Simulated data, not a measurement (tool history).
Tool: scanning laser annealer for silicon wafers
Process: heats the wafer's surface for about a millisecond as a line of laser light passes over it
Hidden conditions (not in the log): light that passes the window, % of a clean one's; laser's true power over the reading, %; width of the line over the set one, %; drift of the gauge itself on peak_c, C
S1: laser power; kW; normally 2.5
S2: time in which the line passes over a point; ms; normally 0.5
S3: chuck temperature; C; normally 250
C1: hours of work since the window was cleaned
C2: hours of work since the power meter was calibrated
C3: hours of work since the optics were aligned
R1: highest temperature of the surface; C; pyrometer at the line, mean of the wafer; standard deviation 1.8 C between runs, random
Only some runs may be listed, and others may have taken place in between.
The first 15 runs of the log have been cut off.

{"run": 16, "hour": 747.6, "S1": 2.454, "S2": 0.5, "S3": 250, "C1": 588, "C2": 1269, "C3": 70, "R1": 1024}
{"run": 17, "hour": 809.5, "S1": 2.5, "S2": 0.5, "S3": 250, "C1": 623, "C2": 1305, "C3": 105, "R1": 1043}
{"run": 18, "hour": 836.8, "S1": 2.5, "S2": 0.5, "S3": 250, "C1": 639, "C2": 1321, "C3": 121, "R1": 1043}
{"run": 19, "hour": 884.8, "S1": 2.5, "S2": 0.5, "S3": 250, "C1": 667, "C2": 1348, "C3": 149, "R1": 1042}
{"run": 20, "hour": 933.5, "S1": 2.5, "S2": 0.5, "S3": 250, "C1": 695, "C2": 1376, "C3": 177, "R1": 1040}
{"run": 21, "hour": 998.8, "S1": 2.5, "S2": 0.5, "S3": 250, "C1": 732, "C2": 1414, "C3": 214, "R1": 1038}
{"run": 22, "hour": 1050.4, "S1": 2.5, "S2": 0.5, "S3": 250, "C1": 762, "C2": 1444, "C3": 244, "R1": 1039}
{"hour": 1087.4, "done": "window over the wafer cleaned"}
{"run": 23, "hour": 1095.5, "S1": 2.5, "S2": 0.433, "S3": 254, "C1": 5, "C2": 1468, "C3": 269, "R1": 997}
{"run": 24, "hour": 1156.1, "S1": 2.553, "S2": 0.412, "S3": 232, "C1": 40, "C2": 1503, "C3": 304, "R1": 972}
{"run": 25, "hour": 1191.0, "S1": 2.553, "S2": 0.412, "S3": 232, "C1": 60, "C2": 1523, "C3": 324, "R1": 969}
{"run": 26, "hour": 1223.6, "S1": 2.372, "S2": 0.41, "S3": 250, "C1": 78, "C2": 1542, "C3": 343, "R1": 928}
{"run": 27, "hour": 1279.1, "S1": 2.529, "S2": 0.465, "S3": 275, "C1": 110, "C2": 1574, "C3": 375, "R1": 1057}
{"run": 28, "hour": 1320.8, "S1": 2.619, "S2": 0.49, "S3": 255, "C1": 134, "C2": 1598, "C3": 399, "R1": 1089}
{"run": 29, "hour": 1371.1, "S1": 2.699, "S2": 0.566, "S3": 254, "C1": 163, "C2": 1627, "C3": 428, "R1": 1190}
{"run": 30, "hour": 1435.2, "S1": 2.699, "S2": 0.566, "S3": 254, "C1": 200, "C2": 1664, "C3": 465, "R1": 1189}
{"run": 31, "hour": 1462.8, "S1": 2.699, "S2": 0.566, "S3": 254, "C1": 216, "C2": 1680, "C3": 480, "R1": 1186}
{"run": 32, "hour": 1495.1, "S1": 2.699, "S2": 0.566, "S3": 254, "C1": 235, "C2": 1698, "C3": 499, "R1": 1186}
{"run": 33, "hour": 1539.6, "S1": 2.699, "S2": 0.566, "S3": 254, "C1": 260, "C2": 1724, "C3": 525, "R1": 1183}
{"run": 34, "hour": 1570.9, "S1": 2.619, "S2": 0.566, "S3": 254, "C1": 278, "C2": 1742, "C3": 543, "R1": 1156}
{"run": 35, "hour": 1635.4, "S1": 2.431, "S2": 0.403, "S3": 250, "C1": 316, "C2": 1779, "C3": 580, "R1": 928}
{"run": 36, "hour": 1684.9, "S1": 2.5, "S2": 0.353, "S3": 250, "C1": 344, "C2": 1808, "C3": 608, "R1": 898}

Run 37 is up next; what results do you expect?
{"run": 37, "hour": 1735.2, "S1": 2.489, "S2": 0.605, "S3": 246, "C1": 373, "C2": 1837, "C3": 637, "R1": "?"}

R1: 1130 C
The same run, on a tool lacking any hidden state, would have yielded R1 1152 C.
